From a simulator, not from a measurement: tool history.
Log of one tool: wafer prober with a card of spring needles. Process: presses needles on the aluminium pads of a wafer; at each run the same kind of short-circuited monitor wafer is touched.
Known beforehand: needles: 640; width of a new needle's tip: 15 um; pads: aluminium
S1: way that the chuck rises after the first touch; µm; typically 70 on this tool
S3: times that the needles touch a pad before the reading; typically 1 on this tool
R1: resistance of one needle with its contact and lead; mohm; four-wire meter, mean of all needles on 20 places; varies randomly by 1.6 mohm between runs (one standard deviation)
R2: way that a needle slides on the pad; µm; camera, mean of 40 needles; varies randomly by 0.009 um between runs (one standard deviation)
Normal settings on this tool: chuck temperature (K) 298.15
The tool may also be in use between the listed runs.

Run 1, hour 0: usual settings. Result: R1 148 mohm, R2 12.232 µm.
Run 2, hour 6.7: usual settings. Result: R1 151 mohm, R2 12.223 µm.
At hour 11.8: tips cleaned on abrasive film.
Run 3, hour 12.3: usual settings. Result: R1 148 mohm, R2 12.246 µm.
Run 4, hour 23.1: usual settings. Result: R1 154 mohm, R2 12.232 µm.
Run 5, hour 28.2: usual settings. Result: R1 148 mohm, R2 12.232 µm.
At hour 29.4: tips cleaned on abrasive film.
Run 6, hour 36.9: usual settings. Result: R1 149 mohm, R2 12.249 µm.
At hour 47.3: tips cleaned on abrasive film.
Run 7, hour 48.6: usual settings. Result: R1 150 mohm, R2 12.232 µm.
Run 8, hour 53.6: usual settings. Result: R1 150 mohm, R2 12.246 µm.
Run 9, hour 60.4: usual settings. Result: R1 147 mohm, R2 12.238 µm.
At hour 64.7: tips cleaned on abrasive film.
Run 10, hour 72.6: usual settings. Result: R1 149 mohm, R2 12.252 µm.
Run 11, hour 78.9: usual settings. Result: R1 149 mohm, R2 12.226 µm.
At hour 82.5: tips cleaned on abrasive film.
Run 12, hour 87.4: usual settings but S1 81 µm. Result: R1 147 mohm, R2 14.177 µm.
Run 13, hour 94.8: usual settings but S1 81 µm. Result: R1 146 mohm, R2 14.169 µm.
At hour 100.2: tips cleaned on abrasive film.
Run 14, hour 103.4: usual settings. Result: R1 145 mohm, R2 12.247 µm.
Run 15, hour 114.2: usual settings but S3 2. Result: R1 151 mohm, R2 12.225 µm.

Predict the results of run 16:
At hour 117.7: tips cleaned on abrasive film.
Run 16, hour 125.2: usual settings but S3 2. Result: R1 ?, R2 ?.

Run 16 yielded R1 148 mohm, R2 12.229 µm.
Minus the tool's unlogged condition, the same run would have read R1 148 mohm, R2 12.229 µm.
